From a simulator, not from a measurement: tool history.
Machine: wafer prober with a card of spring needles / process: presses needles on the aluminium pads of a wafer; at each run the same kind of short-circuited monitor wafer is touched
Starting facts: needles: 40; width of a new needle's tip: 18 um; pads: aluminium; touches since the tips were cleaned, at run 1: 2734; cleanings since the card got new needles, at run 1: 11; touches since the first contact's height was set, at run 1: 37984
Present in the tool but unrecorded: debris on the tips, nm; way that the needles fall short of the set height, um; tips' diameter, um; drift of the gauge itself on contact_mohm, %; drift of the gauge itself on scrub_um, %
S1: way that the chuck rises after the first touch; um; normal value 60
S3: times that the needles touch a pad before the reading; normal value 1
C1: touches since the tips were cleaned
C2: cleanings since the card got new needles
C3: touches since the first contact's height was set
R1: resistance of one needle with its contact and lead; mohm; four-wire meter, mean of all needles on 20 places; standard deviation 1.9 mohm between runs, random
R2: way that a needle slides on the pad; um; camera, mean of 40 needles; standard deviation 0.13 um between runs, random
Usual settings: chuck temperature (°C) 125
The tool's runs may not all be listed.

{"run": 1, "hour": 0.0, "S1": 60, "chuck temperature (°C)": 125, "S3": 1, "C1": 2734, "C2": 11, "C3": 37984, "R1": 196, "R2": 16.28}
{"hour": 2.0, "done": "tips cleaned on abrasive film"}
{"hour": 11.7, "done": "tips cleaned on abrasive film"}
{"hour": 21.5, "done": "tips cleaned on abrasive film"}
{"hour": 31.2, "done": "tips cleaned on abrasive film"}
{"hour": 39.0, "done": "tips cleaned on abrasive film"}
{"run": 2, "hour": 40.8, "S1": 60, "chuck temperature (°C)": 125, "S3": 1, "C1": 692, "C2": 16, "C3": 52764, "R1": 192, "R2": 16.44}
{"hour": 48.6, "done": "tips cleaned on abrasive film"}
{"hour": 58.3, "done": "tips cleaned on abrasive film"}
{"hour": 68.1, "done": "tips cleaned on abrasive film"}
{"hour": 77.8, "done": "tips cleaned on abrasive film"}
{"hour": 87.5, "done": "tips cleaned on abrasive film"}
{"run": 3, "hour": 92.7, "S1": 60, "chuck temperature (°C)": 125, "S3": 1, "C1": 1903, "C2": 21, "C3": 71571, "R1": 198, "R2": 16.2}
{"hour": 96.6, "done": "tips cleaned on abrasive film"}
{"hour": 104.4, "done": "tips cleaned on abrasive film"}
{"hour": 114.1, "done": "tips cleaned on abrasive film"}
{"hour": 123.9, "done": "tips cleaned on abrasive film"}
{"hour": 133.6, "done": "tips cleaned on abrasive film"}
{"hour": 143.3, "done": "tips cleaned on abrasive film"}
{"run": 4, "hour": 143.8, "S1": 60, "chuck temperature (°C)": 125, "S3": 1, "C1": 191, "C2": 27, "C3": 90075, "R1": 197, "R2": 16.44}
{"hour": 151.6, "done": "tips cleaned on abrasive film"}
{"hour": 161.3, "done": "tips cleaned on abrasive film"}
{"hour": 171.0, "done": "tips cleaned on abrasive film"}
{"run": 5, "hour": 172.5, "S1": 43, "chuck temperature (°C)": 125, "S3": 1, "C1": 547, "C2": 30, "C3": 100485, "R1": 196, "R2": 11.76}
{"hour": 180.3, "done": "tips cleaned on abrasive film"}
{"hour": 188.1, "done": "tips cleaned on abrasive film"}
{"hour": 197.8, "done": "tips cleaned on abrasive film"}
{"hour": 207.5, "done": "tips cleaned on abrasive film"}
{"hour": 217.2, "done": "tips cleaned on abrasive film"}
{"run": 6, "hour": 222.0, "S1": 43, "chuck temperature (°C)": 125, "S3": 1, "C1": 1755, "C2": 35, "C3": 118439, "R1": 199, "R2": 11.49}
{"hour": 226.0, "done": "tips cleaned on abrasive film"}
{"hour": 233.8, "done": "tips cleaned on abrasive film"}
{"hour": 243.5, "done": "tips cleaned on abrasive film"}
{"run": 7, "hour": 249.3, "S1": 60, "chuck temperature (°C)": 125, "S3": 1, "C1": 2122, "C2": 38, "C3": 128308, "R1": 196, "R2": 16.02}
{"hour": 251.3, "done": "tips cleaned on abrasive film"}
{"hour": 261.0, "done": "tips cleaned on abrasive film"}
{"hour": 270.8, "done": "tips cleaned on abrasive film"}
{"hour": 278.5, "done": "tips cleaned on abrasive film"}
{"hour": 288.3, "done": "tips cleaned on abrasive film"}
{"hour": 296.7, "done": "tips cleaned on abrasive film"}
{"run": 8, "hour": 296.7, "S1": 60, "chuck temperature (°C)": 125, "S3": 1, "C1": 0, "C2": 44, "C3": 145467, "R1": 195, "R2": 16.26}
{"hour": 306.4, "done": "tips cleaned on abrasive film"}
{"hour": 316.1, "done": "tips cleaned on abrasive film"}
{"hour": 325.9, "done": "tips cleaned on abrasive film"}
{"run": 9, "hour": 329.3, "S1": 60, "chuck temperature (°C)": 125, "S3": 1, "C1": 1246, "C2": 47, "C3": 157278, "R1": 193, "R2": 15.96}
{"hour": 335.1, "done": "tips cleaned on abrasive film"}
{"hour": 342.9, "done": "tips cleaned on abrasive film"}
{"hour": 352.4, "done": "tips cleaned on abrasive film"}
{"run": 10, "hour": 352.4, "S1": 60, "chuck temperature (°C)": 30, "S3": 1, "C1": 0, "C2": 50, "C3": 165633, "R1": 178, "R2": 16.16}
{"hour": 362.1, "done": "tips cleaned on abrasive film"}
{"hour": 371.8, "done": "tips cleaned on abrasive film"}
{"hour": 381.5, "done": "tips cleaned on abrasive film"}
{"hour": 391.2, "done": "tips cleaned on abrasive film"}
{"run": 11, "hour": 396.5, "S1": 60, "chuck temperature (°C)": 30, "S3": 1, "C1": 1935, "C2": 54, "C3": 181655, "R1": 176, "R2": 16.26}
{"hour": 400.4, "done": "tips cleaned on abrasive film"}
{"hour": 408.2, "done": "tips cleaned on abrasive film"}
{"hour": 417.9, "done": "tips cleaned on abrasive film"}
{"hour": 427.7, "done": "tips cleaned on abrasive film"}
{"hour": 437.4, "done": "tips cleaned on abrasive film"}
{"run": 12, "hour": 441.4, "S1": 60, "chuck temperature (°C)": 125, "S3": 1, "C1": 1458, "C2": 59, "C3": 197903, "R1": 193, "R2": 16.06}
{"hour": 445.3, "done": "tips cleaned on abrasive film"}
{"hour": 455.0, "done": "tips cleaned on abrasive film"}
{"hour": 464.7, "done": "tips cleaned on abrasive film"}
{"hour": 474.4, "done": "tips cleaned on abrasive film"}
{"run": 13, "hour": 478.7, "S1": 60, "chuck temperature (°C)": 125, "S3": 1, "C1": 1545, "C2": 63, "C3": 211420, "R1": 197, "R2": 15.96}
{"hour": 482.6, "done": "tips cleaned on abrasive film"}
{"hour": 492.3, "done": "tips cleaned on abrasive film"}
{"hour": 500.1, "done": "tips cleaned on abrasive film"}
{"hour": 506.2, "done": "height of the first contact set anew"}
{"hour": 509.1, "done": "tips cleaned on abrasive film"}
{"run": 14, "hour": 509.1, "S1": 60, "chuck temperature (°C)": 125, "S3": 1, "C1": 0, "C2": 67, "C3": 1048, "R1": 198, "R2": 16.21}
{"hour": 518.8, "done": "tips cleaned on abrasive film"}
{"hour": 526.6, "done": "tips cleaned on abrasive film"}
{"run": 15, "hour": 533.1, "S1": 58, "chuck temperature (°C)": 26, "S3": 1, "C1": 2353, "C2": 69, "C3": 9739, "R1": 177, "R2": 15.58}
{"hour": 535.1, "done": "tips cleaned on abrasive film"}
{"hour": 544.8, "done": "tips cleaned on abrasive film"}
{"hour": 552.6, "done": "tips cleaned on abrasive film"}
{"run": 16, "hour": 558.4, "S1": 63, "chuck temperature (°C)": 26, "S3": 1, "C1": 2145, "C2": 72, "C3": 18930, "R1": 173, "R2": 17.07}
{"hour": 560.4, "done": "tips cleaned on abrasive film"}
{"hour": 570.1, "done": "tips cleaned on abrasive film"}
{"hour": 579.9, "done": "tips cleaned on abrasive film"}
{"hour": 587.6, "done": "tips cleaned on abrasive film"}
{"hour": 597.4, "done": "tips cleaned on abrasive film"}
{"run": 17, "hour": 600.3, "S1": 63, "chuck temperature (°C)": 26, "S3": 1, "C1": 1085, "C2": 77, "C3": 34087, "R1": 175, "R2": 17.15}
{"hour": 606.2, "done": "tips cleaned on abrasive film"}
{"hour": 615.9, "done": "tips cleaned on abrasive film"}
{"hour": 623.7, "done": "tips cleaned on abrasive film"}
{"hour": 633.4, "done": "tips cleaned on abrasive film"}
{"hour": 641.2, "done": "tips cleaned on abrasive film"}
{"run": 18, "hour": 644.9, "S1": 63, "chuck temperature (°C)": 26, "S3": 1, "C1": 1345, "C2": 82, "C3": 50223, "R1": 172, "R2": 17.21}
{"hour": 650.7, "done": "tips cleaned on abrasive film"}
{"hour": 660.5, "done": "tips cleaned on abrasive film"}
{"hour": 670.2, "done": "tips cleaned on abrasive film"}
{"run": 19, "hour": 671.4, "S1": 62, "chuck temperature (°C)": 59, "S3": 2, "C1": 468, "C2": 85, "C3": 59847, "R1": 183, "R2": 16.78}
{"hour": 679.2, "done": "tips cleaned on abrasive film"}
{"hour": 689.0, "done": "tips cleaned on abrasive film"}
{"hour": 696.7, "done": "tips cleaned on abrasive film"}
{"run": 20, "hour": 700.6, "S1": 57, "chuck temperature (°C)": 67, "S3": 1, "C1": 1429, "C2": 88, "C3": 70433, "R1": 185, "R2": 15.52}
{"hour": 704.7, "done": "tips cleaned on abrasive film"}
{"hour": 712.5, "done": "tips cleaned on abrasive film"}
{"hour": 722.2, "done": "tips cleaned on abrasive film"}
{"hour": 731.9, "done": "tips cleaned on abrasive film"}
{"hour": 741.6, "done": "tips cleaned on abrasive film"}
{"hour": 749.4, "done": "tips cleaned on abrasive film"}
{"run": 21, "hour": 752.5, "S1": 75, "chuck temperature (°C)": 67, "S3": 1, "C1": 1130, "C2": 94, "C3": 89201, "R1": 183, "R2": 20.26}
{"hour": 758.3, "done": "tips cleaned on abrasive film"}
{"hour": 768.1, "done": "tips cleaned on abrasive film"}
{"hour": 775.8, "done": "tips cleaned on abrasive film"}
{"run": 22, "hour": 780.7, "S1": 68, "chuck temperature (°C)": 28, "S3": 2, "C1": 1766, "C2": 97, "C3": 99418, "R1": 177, "R2": 18.75}
{"hour": 784.6, "done": "tips cleaned on abrasive film"}
{"hour": 792.4, "done": "tips cleaned on abrasive film"}
{"hour": 802.1, "done": "tips cleaned on abrasive film"}
{"hour": 811.7, "done": "tips cleaned on abrasive film"}
{"run": 23, "hour": 811.7, "S1": 68, "chuck temperature (°C)": 28, "S3": 2, "C1": 0, "C2": 101, "C3": 110648, "R1": 177, "R2": 18.39}
{"hour": 819.5, "done": "tips cleaned on abrasive film"}
{"hour": 829.2, "done": "tips cleaned on abrasive film"}
{"run": 24, "hour": 836.9, "S1": 68, "chuck temperature (°C)": 26, "S3": 2, "C1": 2804, "C2": 103, "C3": 119791, "R1": 174, "R2": 18.37}
{"hour": 838.9, "done": "tips cleaned on abrasive film"}
{"hour": 848.6, "done": "tips cleaned on abrasive film"}
{"hour": 858.3, "done": "tips cleaned on abrasive film"}
{"hour": 868.0, "done": "tips cleaned on abrasive film"}
{"run": 25, "hour": 871.4, "S1": 60, "chuck temperature (°C)": 59, "S3": 3, "C1": 1224, "C2": 107, "C3": 132284, "R1": 183, "R2": 16.34}
{"hour": 877.3, "done": "tips cleaned on abrasive film"}
{"hour": 887.0, "done": "tips cleaned on abrasive film"}
{"hour": 896.7, "done": "tips cleaned on abrasive film"}
{"hour": 906.4, "done": "tips cleaned on abrasive film"}
{"run": 26, "hour": 906.5, "S1": 50, "chuck temperature (°C)": 59, "S3": 3, "C1": 26, "C2": 111, "C3": 144988, "R1": 185, "R2": 13.54}
{"hour": 914.2, "done": "tips cleaned on abrasive film"}
{"hour": 923.9, "done": "tips cleaned on abrasive film"}
{"hour": 933.7, "done": "tips cleaned on abrasive film"}
{"hour": 941.6, "done": "tips cleaned on abrasive film"}
{"run": 27, "hour": 941.6, "S1": 50, "chuck temperature (°C)": 74, "S3": 1, "C1": 0, "C2": 115, "C3": 157724, "R1": 189, "R2": 13.61}

Each row is a separate what-if for the run after 27, all from the same tool condition, not one after another. Results?
{"hour": 951.4, "done": "tips cleaned on abrasive film"}
{"hour": 959.1, "done": "tips cleaned on abrasive film"}
{"hour": 968.9, "done": "tips cleaned on abrasive film"}
{"hour": 978.6, "done": "tips cleaned on abrasive film"}
{"hour": 988.3, "done": "tips cleaned on abrasive film"}
{"run": "A", "hour": 990.6, "S1": 59, "chuck temperature (°C)": 125, "S3": 1, "C1": 858, "C2": 120, "C3": 175487, "R1": "?", "R2": "?"}
{"hour": 951.4, "done": "tips cleaned on abrasive film"}
{"hour": 959.1, "done": "tips cleaned on abrasive film"}
{"hour": 968.9, "done": "tips cleaned on abrasive film"}
{"hour": 978.6, "done": "tips cleaned on abrasive film"}
{"hour": 988.3, "done": "tips cleaned on abrasive film"}
{"run": "B", "hour": 990.6, "S1": 76, "chuck temperature (°C)": 56, "S3": 1, "C1": 858, "C2": 120, "C3": 175487, "R1": "?", "R2": "?"}
{"hour": 951.4, "done": "tips cleaned on abrasive film"}
{"hour": 959.1, "done": "tips cleaned on abrasive film"}
{"hour": 968.9, "done": "tips cleaned on abrasive film"}
{"hour": 978.6, "done": "tips cleaned on abrasive film"}
{"hour": 988.3, "done": "tips cleaned on abrasive film"}
{"run": "C", "hour": 990.6, "S1": 50, "chuck temperature (°C)": 74, "S3": 2, "C1": 858, "C2": 120, "C3": 175487, "R1": "?", "R2": "?"}

run=A R1=197 R2=16.15
run=B R1=182 R2=20.70
run=C R1=186 R2=13.48
Without the tool's unlogged condition, the same runs would have read:
run=A R1=196 R2=16.17
run=B R1=181 R2=20.72
run=C R1=186 R2=13.50
